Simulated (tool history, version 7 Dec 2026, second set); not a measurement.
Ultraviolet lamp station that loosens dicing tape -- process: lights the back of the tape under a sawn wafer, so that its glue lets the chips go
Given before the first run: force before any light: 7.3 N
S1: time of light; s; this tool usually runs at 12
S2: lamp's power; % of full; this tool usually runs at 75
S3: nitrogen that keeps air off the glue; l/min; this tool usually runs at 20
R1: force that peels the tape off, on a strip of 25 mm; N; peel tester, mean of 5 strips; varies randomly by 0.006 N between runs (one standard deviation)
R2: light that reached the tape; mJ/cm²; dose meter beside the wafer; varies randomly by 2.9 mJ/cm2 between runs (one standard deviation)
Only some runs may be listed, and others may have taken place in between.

run 1 hour=0 | S1=12 S2=75 S3=20 | R1=0.22 R2=361
run 2 hour=35.8 | S1=12 S2=95 S3=20 | R1=0.151 R2=460
run 3 hour=64.4 | S1=12 S2=95 S3=20 | R1=0.143 R2=453
run 4 hour=84.5 | S1=12 S2=95 S3=20 | R1=0.146 R2=449
run 5 hour=129 | S1=12 S2=95 S3=20 | R1=0.139 R2=444
run 6 hour=156.6 | S1=12 S2=95 S3=20 | R1=0.151 R2=443
run 7 hour=175.6 | S1=12 S2=63 S3=20 | R1=0.367 R2=288
run 8 hour=195.3 | S1=12 S2=63 S3=20 | R1=0.389 R2=290
run 9 hour=222.8 | S1=12 S2=63 S3=20 | R1=0.388 R2=290
run 10 hour=262.5 | S1=12 S2=63 S3=20 | R1=0.413 R2=285
run 11 hour=299.2 | S1=10 S2=75 S3=20 | R1=0.431 R2=281
run 12 hour=336.8 | S1=10 S2=75 S3=20 | R1=0.443 R2=279
run 13 hour=360.3 | S1=10 S2=75 S3=20 | R1=0.437 R2=275
run 14 hour=392.9 | S1=12 S2=75 S3=8 | R1=0.634 R2=330
run 15 hour=412.1 | S1=12 S2=75 S3=8 | R1=0.663 R2=320
run 16 hour=453.2 | S1=12 S2=75 S3=8 | R1=0.669 R2=322
run 17 hour=474.5 | S1=12 S2=93 S3=8 | R1=0.425 R2=395
run 18 hour=493.2 | S1=12 S2=93 S3=8 | R1=0.422 R2=391
run 19 hour=520.5 | S1=12 S2=93 S3=8 | R1=0.401 R2=384
run 20 hour=541.5 | S1=12 S2=75 S3=20 | R1=0.324 R2=315
run 21 hour=582.4 | S1=12 S2=75 S3=20 | R1=0.338 R2=306
run 22 hour=602.7 | S1=12 S2=75 S3=20 | R1=0.337 R2=306
run 23 hour=646.5 | S1=12 S2=75 S3=20 | R1=0.363 R2=300
run 24 hour=675.1 | S1=12 S2=75 S3=20 | R1=0.38 R2=295
run 25 hour=705.3 | S1=10 S2=60 S3=37 | R1=0.626 R2=197
run 26 hour=723.5 | S1=24 S2=61 S3=21 | R1=0.131 R2=471
run 27 hour=743.8 | S1=9 S2=95 S3=28 | R1=0.352 R2=278
run 28 hour=769.6 | S1=12 S2=79 S3=8 | R1=0.745 R2=300
run 29 hour=788.9 | S1=12 S2=79 S3=8 | R1=0.759 R2=302
run 30 hour=829.4 | S1=12 S2=91 S3=25 | R1=0.228 R2=340
run 31 hour=853.7 | S1=7 S2=91 S3=15 | R1=1.091 R2=199
run 32 hour=882.4 | S1=22 S2=62 S3=15 | R1=0.2 R2=418
run 33 hour=904.3 | S1=18 S2=80 S3=24 | R1=0.133 R2=440
-- hour=916.8 window cleaned of glue's vapour
-- hour=932.6 lamp changed
run 34 hour=938.2 | S1=22 S2=62 S3=20 | R1=0.109 R2=605
run 35 hour=981.3 | S1=22 S2=62 S3=20 | R1=0.097 R2=595
run 36 hour=1012.8 | S1=6 S2=75 S3=34 | R1=0.658 R2=197
run 37 hour=1046.6 | S1=14 S2=80 S3=20 | R1=0.136 R2=487
run 38 hour=1075.7 | S1=19 S2=67 S3=8 | R1=0.188 R2=554
run 39 hour=1116.7 | S1=20 S2=74 S3=8 | R1=0.142 R2=627
run 40 hour=1138.6 | S1=10 S2=97 S3=8 | R1=0.373 R2=406
run 41 hour=1162.5 | S1=10 S2=97 S3=8 | R1=0.394 R2=406
run 42 hour=1193.4 | S1=10 S2=97 S3=8 | R1=0.382 R2=403
run 43 hour=1217.3 | S1=20 S2=97 S3=22 | R1=0.092 R2=790
run 44 hour=1253.8 | S1=24 S2=67 S3=8 | R1=0.137 R2=652

Forecast each of these 3 alternatives for the next run:
run A hour=1275.5 | S1=20 S2=75 S3=9 | R1=? R2=?
run B hour=1275.5 | S1=9 S2=68 S3=11 | R1=? R2=?
run C hour=1275.5 | S1=12 S2=91 S3=20 | R1=? R2=?

run=A R1=0.146 R2=609
run=B R1=0.91 R2=245
run=C R1=0.148 R2=446
Had the tool no hidden state, the same runs would have come out as:
run=A R1=0.122 R2=690
run=B R1=0.703 R2=278
run=C R1=0.121 R2=504

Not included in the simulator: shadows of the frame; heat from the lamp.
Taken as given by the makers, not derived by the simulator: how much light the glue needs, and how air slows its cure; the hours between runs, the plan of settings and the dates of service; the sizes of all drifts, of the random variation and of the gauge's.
